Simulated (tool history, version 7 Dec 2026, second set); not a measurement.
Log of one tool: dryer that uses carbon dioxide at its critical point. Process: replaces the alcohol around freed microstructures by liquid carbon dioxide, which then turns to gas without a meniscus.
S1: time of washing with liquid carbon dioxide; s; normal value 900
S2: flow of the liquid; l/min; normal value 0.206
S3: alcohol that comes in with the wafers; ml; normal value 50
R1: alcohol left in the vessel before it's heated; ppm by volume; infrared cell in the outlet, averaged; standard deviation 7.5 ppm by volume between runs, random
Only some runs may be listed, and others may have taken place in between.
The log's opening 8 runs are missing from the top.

Run 9, hour 97.3: usual settings. Result: R1 669 ppm by volume.
Run 10, hour 108.6: usual settings but S3 27 ml. Result: R1 373 ppm by volume.
At hour 115.4: inlet filter changed.
Run 11, hour 118.6: usual settings. Result: R1 405 ppm by volume.
Run 12, hour 134.1: usual settings. Result: R1 404 ppm by volume.
Run 13, hour 147.4: usual settings. Result: R1 430 ppm by volume.
Run 14, hour 159.3: usual settings. Result: R1 429 ppm by volume.
Run 15, hour 171.7: usual settings. Result: R1 426 ppm by volume.
Run 16, hour 183.8: usual settings. Result: R1 424 ppm by volume.
Run 17, hour 200.4: usual settings. Result: R1 423 ppm by volume.
Run 18, hour 211.4: usual settings but S3 29 ml. Result: R1 263 ppm by volume.
Run 19, hour 222.7: usual settings but S3 29 ml. Result: R1 259 ppm by volume.
Run 20, hour 234.3: usual settings but S1 1140 s, S3 29 ml. Result: R1 98 ppm by volume.
Run 21, hour 243: usual settings but S1 1140 s, S3 29 ml. Result: R1 87 ppm by volume.
Run 22, hour 255.5: usual settings but S1 1140 s, S3 29 ml. Result: R1 98 ppm by volume.
Run 23, hour 268.6: usual settings but S1 1320 s, S3 29 ml. Result: R1 57 ppm by volume.
Run 24, hour 285.2: usual settings but S1 780 s, S2 0.141 l/min, S3 28 ml. Result: R1 2491 ppm by volume.
Run 25, hour 304.6: usual settings but S1 780 s, S2 0.183 l/min, S3 68 ml. Result: R1 2149 ppm by volume.
Run 26, hour 316.9: usual settings but S1 780 s, S2 0.156 l/min, S3 57 ml. Result: R1 3417 ppm by volume.
Run 27, hour 332.1: usual settings but S1 780 s, S2 0.267 l/min, S3 66 ml. Result: R1 283 ppm by volume.
Run 28, hour 349.6: usual settings but S1 780 s, S2 0.267 l/min, S3 66 ml. Result: R1 292 ppm by volume.

Run 29 has not been measured yet. What should we expect?
Run 29, hour 367.7: usual settings but S2 0.256 l/min, S3 65 ml. Result: R1 ?.

R1: 175 ppm by volume
If the tool had no hidden condition, the same run with the same run-to-run variation would have returned R1 117 ppm by volume.
